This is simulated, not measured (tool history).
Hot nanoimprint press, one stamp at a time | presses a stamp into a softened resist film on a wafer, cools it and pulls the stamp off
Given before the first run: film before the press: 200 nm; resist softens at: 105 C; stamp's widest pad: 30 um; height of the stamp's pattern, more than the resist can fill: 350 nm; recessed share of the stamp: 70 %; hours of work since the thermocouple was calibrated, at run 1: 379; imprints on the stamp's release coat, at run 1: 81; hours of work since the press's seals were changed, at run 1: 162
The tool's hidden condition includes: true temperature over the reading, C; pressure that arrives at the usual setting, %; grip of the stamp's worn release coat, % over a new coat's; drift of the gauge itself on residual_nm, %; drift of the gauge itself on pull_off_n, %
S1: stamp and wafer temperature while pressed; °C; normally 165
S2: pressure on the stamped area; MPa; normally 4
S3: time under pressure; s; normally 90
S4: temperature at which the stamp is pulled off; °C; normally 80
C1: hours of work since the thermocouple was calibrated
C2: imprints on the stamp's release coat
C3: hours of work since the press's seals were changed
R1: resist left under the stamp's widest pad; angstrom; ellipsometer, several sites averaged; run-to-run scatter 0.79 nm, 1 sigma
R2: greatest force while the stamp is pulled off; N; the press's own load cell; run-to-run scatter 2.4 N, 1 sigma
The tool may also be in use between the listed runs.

{"run": 1, "hour": 0.0, "S1": 165, "S2": 4, "S3": 90, "S4": 80, "C1": 379, "C2": 81, "C3": 162, "R1": 1022, "R2": 111}
{"run": 2, "hour": 60.1, "S1": 165, "S2": 4, "S3": 90, "S4": 80, "C1": 415, "C2": 232, "C3": 198, "R1": 1022, "R2": 109}
{"run": 3, "hour": 127.9, "S1": 165, "S2": 4, "S3": 90, "S4": 80, "C1": 455, "C2": 403, "C3": 239, "R1": 1022, "R2": 112}
{"hour": 180.2, "done": "plate thermocouple calibrated"}
{"hour": 205.9, "done": "stamp cleaned and given a new release coat"}
{"run": 4, "hour": 215.9, "S1": 165, "S2": 4, "S3": 90, "S4": 80, "C1": 18, "C2": 25, "C3": 287, "R1": 1016, "R2": 106}
{"run": 5, "hour": 285.2, "S1": 165, "S2": 4, "S3": 90, "S4": 80, "C1": 59, "C2": 199, "C3": 328, "R1": 1025, "R2": 106}
{"run": 6, "hour": 348.7, "S1": 165, "S2": 4, "S3": 90, "S4": 75, "C1": 98, "C2": 359, "C3": 366, "R1": 1016, "R2": 119}
{"run": 7, "hour": 405.2, "S1": 165, "S2": 4, "S3": 138, "S4": 75, "C1": 131, "C2": 501, "C3": 400, "R1": 858, "R2": 123}
{"hour": 441.8, "done": "stamp cleaned and given a new release coat"}
{"run": 8, "hour": 468.6, "S1": 165, "S2": 4, "S3": 90, "S4": 80, "C1": 166, "C2": 68, "C3": 435, "R1": 1021, "R2": 107}
{"run": 9, "hour": 555.2, "S1": 165, "S2": 3.49, "S3": 90, "S4": 80, "C1": 218, "C2": 285, "C3": 487, "R1": 1077, "R2": 113}
{"run": 10, "hour": 592.7, "S1": 165, "S2": 4, "S3": 90, "S4": 80, "C1": 240, "C2": 380, "C3": 509, "R1": 1011, "R2": 107}
{"run": 11, "hour": 666.4, "S1": 173, "S2": 3.45, "S3": 123, "S4": 77, "C1": 285, "C2": 565, "C3": 553, "R1": 616, "R2": 116}
{"hour": 678.4, "done": "stamp cleaned and given a new release coat"}
{"run": 12, "hour": 728.8, "S1": 173, "S2": 3.45, "S3": 123, "S4": 77, "C1": 319, "C2": 127, "C3": 587, "R1": 617, "R2": 121}
{"run": 13, "hour": 795.2, "S1": 165, "S2": 4.51, "S3": 90, "S4": 76, "C1": 358, "C2": 294, "C3": 627, "R1": 971, "R2": 121}
{"run": 14, "hour": 862.2, "S1": 158, "S2": 4, "S3": 79, "S4": 73, "C1": 399, "C2": 462, "C3": 667, "R1": 1457, "R2": 127}
{"hour": 914.8, "done": "stamp cleaned and given a new release coat"}
{"hour": 922.8, "done": "press's hydraulic seals changed and the load cell set to zero"}
{"run": 15, "hour": 957.3, "S1": 158, "S2": 4, "S3": 79, "S4": 73, "C1": 447, "C2": 87, "C3": 21, "R1": 1458, "R2": 125}
{"run": 16, "hour": 1000.4, "S1": 158, "S2": 4, "S3": 79, "S4": 73, "C1": 473, "C2": 195, "C3": 47, "R1": 1470, "R2": 128}
{"hour": 1019.2, "done": "plate thermocouple calibrated"}
{"run": 17, "hour": 1067.4, "S1": 158, "S2": 4, "S3": 79, "S4": 73, "C1": 29, "C2": 356, "C3": 85, "R1": 1454, "R2": 129}
{"run": 18, "hour": 1113.3, "S1": 158, "S2": 4, "S3": 79, "S4": 73, "C1": 57, "C2": 471, "C3": 113, "R1": 1467, "R2": 126}
{"hour": 1160.9, "done": "stamp cleaned and given a new release coat"}
{"run": 19, "hour": 1204.6, "S1": 165, "S2": 3.63, "S3": 90, "S4": 86, "C1": 108, "C2": 110, "C3": 164, "R1": 1055, "R2": 94}
{"run": 20, "hour": 1282.2, "S1": 154, "S2": 6.27, "S3": 63, "S4": 80, "C1": 154, "C2": 305, "C3": 210, "R1": 1560, "R2": 107}

4 ways to go on from here, each from the tool as it stands after run 20. What would each give?
{"run": "A", "hour": 1319.6, "S1": 165, "S2": 4, "S3": 150, "S4": 80, "C1": 177, "C2": 399, "C3": 233, "R1": "?", "R2": "?"}
{"run": "B", "hour": 1319.6, "S1": 165, "S2": 4, "S3": 90, "S4": 68, "C1": 177, "C2": 399, "C3": 233, "R1": "?", "R2": "?"}
{"run": "C", "hour": 1319.6, "S1": 154, "S2": 6.27, "S3": 63, "S4": 67, "C1": 177, "C2": 399, "C3": 233, "R1": "?", "R2": "?"}
{"run": "D", "hour": 1319.6, "S1": 164, "S2": 3.78, "S3": 63, "S4": 80, "C1": 177, "C2": 399, "C3": 233, "R1": "?", "R2": "?"}

run=A R1=848 R2=110
run=B R1=1016 R2=139
run=C R1=1577 R2=137
run=D R1=1223 R2=110
Take away the tool's hidden state, keep each run's random variation, and the runs would have read:
run=A R1=847 R2=109
run=B R1=1015 R2=139
run=C R1=1576 R2=137
run=D R1=1222 R2=109

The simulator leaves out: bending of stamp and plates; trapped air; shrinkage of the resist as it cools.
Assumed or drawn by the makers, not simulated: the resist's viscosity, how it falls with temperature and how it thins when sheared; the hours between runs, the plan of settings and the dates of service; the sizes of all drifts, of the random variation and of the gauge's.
